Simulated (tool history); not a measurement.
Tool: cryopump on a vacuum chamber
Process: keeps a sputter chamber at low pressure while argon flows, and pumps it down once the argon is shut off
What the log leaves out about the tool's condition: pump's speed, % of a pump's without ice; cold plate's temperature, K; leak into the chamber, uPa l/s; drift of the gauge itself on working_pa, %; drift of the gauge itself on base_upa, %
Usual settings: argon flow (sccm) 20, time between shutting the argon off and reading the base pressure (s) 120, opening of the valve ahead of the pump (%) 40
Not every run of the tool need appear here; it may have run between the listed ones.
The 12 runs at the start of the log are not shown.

| run | day | argon flow (sccm) | time between shutting the argon off and reading the base pressure (s) | opening of the valve ahead of the pump (%) | hours of work since the pump was warmed up and emptied | hours of work since the cold head was overhauled | hours of work since the chamber's fittings were tightened | pressure while argon flows (Pa) | pressure after the wait (uPa) |
|---|---|---|---|---|---|---|---|---|---|
| 13 | 23.550 | 20 | 120 | 40 | 86 | 437 | 2340 | 0.0422 | 1.43 |
| 14 | 25.325 | 20 | 120 | 40 | 107 | 458 | 2361 | 0.0428 | 1.48 |
| 15 | 27.300 | 20 | 120 | 40 | 131 | 481 | 2385 | 0.0432 | 1.49 |
| 16 | 28.479 | 20 | 120 | 40 | 145 | 496 | 2399 | 0.0431 | 1.50 |
| 17 | 30.967 | 20 | 120 | 40 | 174 | 525 | 2429 | 0.0430 | 1.54 |
| 18 | 32.946 | 28 | 120 | 44 | 198 | 549 | 2452 | 0.0553 | 1.56 |
| 19 | 34.671 | 38 | 120 | 18 | 218 | 569 | 2473 | 0.1799 | 1.57 |
| 20 | 36.154 | 10 | 22 | 18 | 236 | 587 | 2490 | 0.0479 | 2.70 |
| 21 | 37.829 | 20 | 166 | 31 | 256 | 607 | 2510 | 0.0558 | 1.55 |
| 22 | 38.967 | 11 | 89 | 19 | 270 | 621 | 2524 | 0.0501 | 1.71 |
| 23 | 40.533 | 28 | 84 | 34 | 288 | 639 | 2543 | 0.0726 | 1.76 |
| 24 | 42.783 | 28 | 84 | 34 | 315 | 666 | 2569 | 0.0726 | 1.77 |
| 25 | 44.917 | 9 | 29 | 52 | 341 | 692 | 2595 | 0.0163 | 2.40 |

Run 26 comes next. What will it give?
|  | 46.100 | pump warmed up, emptied and cooled again |
| 26 | 46.829 | 11 | 29 | 52 | 9 | 712 | 2615 | ? | ? |

{"run 26": {"pressure while argon flows (Pa)": 0.0179, "pressure after the wait (uPa)": 2.34}}
The same run, on a tool lacking any hidden state, would have yielded pressure while argon flows (Pa) 0.0178, pressure after the wait (uPa) 1.20.
